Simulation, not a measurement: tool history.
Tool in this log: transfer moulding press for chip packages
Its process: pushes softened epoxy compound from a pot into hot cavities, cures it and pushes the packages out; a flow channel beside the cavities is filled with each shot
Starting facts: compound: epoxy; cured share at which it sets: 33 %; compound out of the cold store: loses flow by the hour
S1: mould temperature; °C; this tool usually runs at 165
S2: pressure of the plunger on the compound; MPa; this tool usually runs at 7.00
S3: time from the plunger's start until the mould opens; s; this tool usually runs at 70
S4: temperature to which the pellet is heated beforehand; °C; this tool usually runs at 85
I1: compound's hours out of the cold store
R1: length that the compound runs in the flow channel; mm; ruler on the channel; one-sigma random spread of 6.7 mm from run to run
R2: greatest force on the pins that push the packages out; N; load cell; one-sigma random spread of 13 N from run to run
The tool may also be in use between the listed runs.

{"run": 1, "hour": 0.0, "S1": 165, "S2": 7.0, "S3": 70, "S4": 85, "I1": 44.5, "R1": 731, "R2": 641}
{"run": 2, "hour": 7.1, "S1": 159, "S2": 7.0, "S3": 70, "S4": 85, "I1": 41.9, "R1": 747, "R2": 1041}
{"run": 3, "hour": 14.8, "S1": 159, "S2": 7.0, "S3": 70, "S4": 85, "I1": 8.7, "R1": 902, "R2": 1368}
{"run": 4, "hour": 23.8, "S1": 159, "S2": 7.0, "S3": 70, "S4": 85, "I1": 10.6, "R1": 911, "R2": 1485}
{"run": 5, "hour": 29.8, "S1": 159, "S2": 7.0, "S3": 70, "S4": 85, "I1": 16.5, "R1": 848, "R2": 1522}
{"run": 6, "hour": 34.9, "S1": 159, "S2": 7.0, "S3": 70, "S4": 85, "I1": 35.8, "R1": 781, "R2": 1423}
{"run": 7, "hour": 44.1, "S1": 159, "S2": 7.0, "S3": 70, "S4": 85, "I1": 32.7, "R1": 795, "R2": 1511}
{"hour": 50.2, "done": "cavities cleaned with cleaning compound and waxed"}
{"run": 8, "hour": 51.0, "S1": 159, "S2": 7.0, "S3": 70, "S4": 85, "I1": 27.3, "R1": 813, "R2": 1031}
{"run": 9, "hour": 56.1, "S1": 167, "S2": 5.47, "S3": 70, "S4": 85, "I1": 44.3, "R1": 633, "R2": 617}
{"run": 10, "hour": 64.3, "S1": 167, "S2": 5.47, "S3": 70, "S4": 85, "I1": 28.3, "R1": 678, "R2": 701}
{"run": 11, "hour": 72.7, "S1": 167, "S2": 5.47, "S3": 70, "S4": 85, "I1": 47.6, "R1": 620, "R2": 684}
{"run": 12, "hour": 81.6, "S1": 165, "S2": 7.58, "S3": 70, "S4": 85, "I1": 27.6, "R1": 828, "R2": 894}
{"run": 13, "hour": 89.9, "S1": 162, "S2": 6.64, "S3": 70, "S4": 85, "I1": 35.7, "R1": 736, "R2": 1157}

Each row is a separate what-if for the run after 13, all from the same tool condition, not one after another. Results?
{"run": "A", "hour": 96.9, "S1": 162, "S2": 5.87, "S3": 107, "S4": 78, "I1": 26.4, "R1": "?", "R2": "?"}
{"run": "B", "hour": 96.9, "S1": 169, "S2": 5.62, "S3": 70, "S4": 81, "I1": 12.1, "R1": "?", "R2": "?"}
{"run": "C", "hour": 96.9, "S1": 164, "S2": 7.55, "S3": 51, "S4": 85, "I1": 18.3, "R1": "?", "R2": "?"}

run=A R1=721 R2=675
run=B R1=754 R2=822
run=C R1=857 R2=2452
Without the tool's hidden state the same runs would have given:
run=A R1=752 R2=448
run=B R1=785 R2=545
run=C R1=893 R2=1632
